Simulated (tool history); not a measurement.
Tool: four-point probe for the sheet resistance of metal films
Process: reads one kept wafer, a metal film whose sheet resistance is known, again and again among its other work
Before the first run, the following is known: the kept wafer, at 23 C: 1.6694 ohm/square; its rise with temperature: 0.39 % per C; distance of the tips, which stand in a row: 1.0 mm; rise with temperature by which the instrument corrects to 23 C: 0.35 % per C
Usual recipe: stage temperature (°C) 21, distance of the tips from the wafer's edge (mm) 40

run,day,stage temperature (°C),distance of the tips from the wafer's edge (mm),sheet resistance as the instrument gives it (ohm/square)
1,0,21,40,1.667952
2,1.312,21,40,1.667442
3,2.65,21,40,1.667634
4,4.95,21,40,1.667014
5,7.017,21,40,1.667408
6,9.308,21,40,1.666716
7,10.992,21,40,1.665717
8,13.371,21,27,1.665284
9,14.508,21,27,1.666692
10,16.358,21,40,1.67239
11,18.267,24,34,1.673966
12,20.567,24,34,1.673435
13,23.133,21,33,1.67133
14,24.667,21,33,1.671371
15,25.788,19,28,1.66994
16,27.358,20,4,1.723961
17,29.512,21,49,1.670521
18,30.867,33,6,1.701894
19,32.85,33,6,1.702001

The log once held 2 entries between its listed runs, left out of this copy. Where does each go, and what is different about the tool's unlogged condition between the listed run before it and the listed run after it?
Logged between run 6 and run 7: stage's thermometer calibrated (day 9.562)
  inner tips' distance over the nominal, %: 0.18 -> 0.177; tips' flats over new ones', %: 22 -> 23; wafer's true temperature over the reading, C: -0.79 -> -1.01
  measured value less the no-hidden-state value, sheet resistance as the instrument gives it (ohm/square): -0.001908 -> -0.00337
Logged between run 9 and run 10: stage's thermometer calibrated, once more (day 15.429)
  inner tips' distance over the nominal, %: 0.169 -> 0.164; wafer's true temperature over the reading, C: -1.03 -> 0.01
  measured value less the no-hidden-state value, sheet resistance as the instrument gives it (ohm/square): -0.003649 -> +0.003027

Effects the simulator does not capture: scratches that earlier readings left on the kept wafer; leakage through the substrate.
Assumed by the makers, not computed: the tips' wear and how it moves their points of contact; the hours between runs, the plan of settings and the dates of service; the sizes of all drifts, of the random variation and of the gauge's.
